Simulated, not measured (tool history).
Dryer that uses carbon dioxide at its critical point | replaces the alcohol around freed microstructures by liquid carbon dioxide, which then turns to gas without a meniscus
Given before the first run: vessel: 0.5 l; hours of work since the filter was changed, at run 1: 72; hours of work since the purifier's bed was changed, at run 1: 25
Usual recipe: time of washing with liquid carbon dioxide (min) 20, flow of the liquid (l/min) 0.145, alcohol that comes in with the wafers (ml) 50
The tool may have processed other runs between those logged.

run,hour,time of washing with liquid carbon dioxide (min),flow of the liquid (l/min),alcohol that comes in with the wafers (ml),hours of work since the filter was changed,hours of work since the purifier's bed was changed,alcohol left in the vessel before it's heated (ppm by volume)
1,0.0,20,0.145,50,72,25,795
2,7.5,20,0.145,26,78,30,432
3,11.6,20,0.145,50,80,33,802
4,20.0,20,0.145,50,86,39,830
5,24.7,20,0.145,50,90,42,850
6,31.8,20,0.145,50,94,47,821
7,36.6,20,0.145,50,98,50,838
8,42.1,20,0.098,50,102,54,3788
9,48.1,20,0.145,24,106,58,409
10,52.2,20,0.145,24,109,61,432
11,58.5,20,0.145,24,113,65,419
12,64.9,20,0.145,24,117,70,429
13,72.2,20,0.145,24,122,75,445
14,81.9,20,0.145,24,129,81,449
15,90.5,17,0.220,82,135,87,458
16,96.9,20,0.205,55,139,92,177
17,100.8,20,0.192,30,142,95,142
18,109.1,20,0.192,30,148,100,145

Run 19 is up next; what results do you expect?
19,113.2,20,0.192,30,151,103,?

alcohol left in the vessel before it's heated (ppm by volume): 152
With the hidden condition absent and the run-to-run variation left alone, this run would have shown alcohol left in the vessel before it's heated (ppm by volume) 91.
